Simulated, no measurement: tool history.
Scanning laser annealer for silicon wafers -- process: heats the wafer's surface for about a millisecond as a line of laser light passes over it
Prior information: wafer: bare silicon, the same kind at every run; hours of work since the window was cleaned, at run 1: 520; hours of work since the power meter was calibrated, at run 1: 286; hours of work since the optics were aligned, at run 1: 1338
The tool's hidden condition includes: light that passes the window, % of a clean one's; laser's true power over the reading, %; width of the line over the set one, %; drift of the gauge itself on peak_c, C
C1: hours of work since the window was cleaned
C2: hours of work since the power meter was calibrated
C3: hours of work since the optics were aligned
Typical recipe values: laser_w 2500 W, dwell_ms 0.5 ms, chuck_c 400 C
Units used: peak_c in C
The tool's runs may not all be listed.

{"run": 1, "day": 0.0, "laser_w": 2500, "dwell_ms": 0.5, "chuck_c": 400, "C1": 520, "C2": 286, "C3": 1338, "peak_c": 1072}
{"run": 2, "day": 0.571, "laser_w": 2500, "dwell_ms": 0.5, "chuck_c": 387, "C1": 528, "C2": 295, "C3": 1347, "peak_c": 1061}
{"run": 3, "day": 1.112, "laser_w": 2735, "dwell_ms": 0.5, "chuck_c": 400, "C1": 536, "C2": 303, "C3": 1355, "peak_c": 1145}
{"run": 4, "day": 1.504, "laser_w": 2735, "dwell_ms": 0.5, "chuck_c": 400, "C1": 542, "C2": 309, "C3": 1360, "peak_c": 1145}
{"run": 5, "day": 1.875, "laser_w": 2735, "dwell_ms": 0.5, "chuck_c": 400, "C1": 548, "C2": 314, "C3": 1366, "peak_c": 1145}
{"run": 6, "day": 2.333, "laser_w": 2735, "dwell_ms": 0.5, "chuck_c": 400, "C1": 554, "C2": 321, "C3": 1373, "peak_c": 1144}
{"run": 7, "day": 2.592, "laser_w": 2735, "dwell_ms": 0.5, "chuck_c": 400, "C1": 558, "C2": 325, "C3": 1377, "peak_c": 1149}
{"run": 8, "day": 2.954, "laser_w": 2735, "dwell_ms": 0.5, "chuck_c": 400, "C1": 564, "C2": 330, "C3": 1382, "peak_c": 1145}
{"run": 9, "day": 3.358, "laser_w": 2735, "dwell_ms": 0.5, "chuck_c": 400, "C1": 570, "C2": 336, "C3": 1388, "peak_c": 1144}
{"run": 10, "day": 3.817, "laser_w": 2500, "dwell_ms": 0.46, "chuck_c": 400, "C1": 576, "C2": 343, "C3": 1395, "peak_c": 1038}
{"run": 11, "day": 4.25, "laser_w": 2500, "dwell_ms": 0.46, "chuck_c": 400, "C1": 583, "C2": 350, "C3": 1401, "peak_c": 1035}
{"run": 12, "day": 4.6, "laser_w": 2500, "dwell_ms": 0.46, "chuck_c": 400, "C1": 588, "C2": 355, "C3": 1407, "peak_c": 1034}
{"run": 13, "day": 5.092, "laser_w": 2500, "dwell_ms": 0.46, "chuck_c": 400, "C1": 595, "C2": 362, "C3": 1414, "peak_c": 1039}
{"run": 14, "day": 5.546, "laser_w": 2500, "dwell_ms": 0.5, "chuck_c": 426, "C1": 602, "C2": 369, "C3": 1421, "peak_c": 1093}
{"run": 15, "day": 5.838, "laser_w": 2500, "dwell_ms": 0.5, "chuck_c": 400, "C1": 607, "C2": 373, "C3": 1425, "peak_c": 1067}
{"run": 16, "day": 6.362, "laser_w": 2500, "dwell_ms": 0.5, "chuck_c": 400, "C1": 614, "C2": 381, "C3": 1433, "peak_c": 1071}
{"run": 17, "day": 6.754, "laser_w": 2500, "dwell_ms": 0.365, "chuck_c": 400, "C1": 620, "C2": 387, "C3": 1439, "peak_c": 956}
{"run": 18, "day": 7.012, "laser_w": 2372, "dwell_ms": 0.5, "chuck_c": 400, "C1": 624, "C2": 391, "C3": 1443, "peak_c": 1026}
{"run": 19, "day": 7.521, "laser_w": 2372, "dwell_ms": 0.566, "chuck_c": 400, "C1": 632, "C2": 398, "C3": 1450, "peak_c": 1077}
{"run": 20, "day": 8.088, "laser_w": 2372, "dwell_ms": 0.566, "chuck_c": 400, "C1": 640, "C2": 407, "C3": 1459, "peak_c": 1071}
{"run": 21, "day": 8.6, "laser_w": 2372, "dwell_ms": 0.566, "chuck_c": 400, "C1": 648, "C2": 415, "C3": 1466, "peak_c": 1071}
{"run": 22, "day": 9.138, "laser_w": 2372, "dwell_ms": 0.566, "chuck_c": 400, "C1": 656, "C2": 423, "C3": 1474, "peak_c": 1074}
{"run": 23, "day": 9.562, "laser_w": 2222, "dwell_ms": 0.54, "chuck_c": 362, "C1": 662, "C2": 429, "C3": 1481, "peak_c": 967}
{"run": 24, "day": 10.133, "laser_w": 2222, "dwell_ms": 0.54, "chuck_c": 399, "C1": 671, "C2": 437, "C3": 1489, "peak_c": 1006}
{"run": 25, "day": 10.421, "laser_w": 2500, "dwell_ms": 0.5, "chuck_c": 415, "C1": 675, "C2": 442, "C3": 1493, "peak_c": 1081}
{"run": 26, "day": 10.988, "laser_w": 2500, "dwell_ms": 0.5, "chuck_c": 415, "C1": 683, "C2": 450, "C3": 1502, "peak_c": 1081}
{"run": 27, "day": 11.412, "laser_w": 2256, "dwell_ms": 0.583, "chuck_c": 364, "C1": 690, "C2": 457, "C3": 1508, "peak_c": 1009}
{"run": 28, "day": 11.846, "laser_w": 2326, "dwell_ms": 0.372, "chuck_c": 426, "C1": 696, "C2": 463, "C3": 1515, "peak_c": 942}
{"run": 29, "day": 12.25, "laser_w": 2659, "dwell_ms": 0.372, "chuck_c": 422, "C1": 702, "C2": 469, "C3": 1521, "peak_c": 1025}
{"run": 30, "day": 12.725, "laser_w": 2216, "dwell_ms": 0.372, "chuck_c": 401, "C1": 709, "C2": 476, "C3": 1528, "peak_c": 886}
{"run": 31, "day": 13.033, "laser_w": 2216, "dwell_ms": 0.445, "chuck_c": 414, "C1": 714, "C2": 481, "C3": 1532, "peak_c": 954}
{"run": 32, "day": 13.438, "laser_w": 2216, "dwell_ms": 0.445, "chuck_c": 414, "C1": 720, "C2": 487, "C3": 1538, "peak_c": 951}
{"run": 33, "day": 13.808, "laser_w": 2301, "dwell_ms": 0.5, "chuck_c": 392, "C1": 726, "C2": 492, "C3": 1544, "peak_c": 996}
{"run": 34, "day": 14.354, "laser_w": 2340, "dwell_ms": 0.5, "chuck_c": 392, "C1": 734, "C2": 500, "C3": 1552, "peak_c": 1006}
{"run": 35, "day": 14.8, "laser_w": 2411, "dwell_ms": 0.362, "chuck_c": 433, "C1": 740, "C2": 507, "C3": 1559, "peak_c": 958}
{"run": 36, "day": 15.129, "laser_w": 2411, "dwell_ms": 0.539, "chuck_c": 433, "C1": 745, "C2": 512, "C3": 1564, "peak_c": 1097}

Forecast run 37:
{"run": 37, "day": 15.617, "laser_w": 2411, "dwell_ms": 0.539, "chuck_c": 433, "C1": 753, "C2": 519, "C3": 1571, "peak_c": "?"}

{"run 37": {"peak_c": 1098}}
If the tool had no hidden condition, the same run with the same run-to-run variation would have returned peak_c 1139 C.
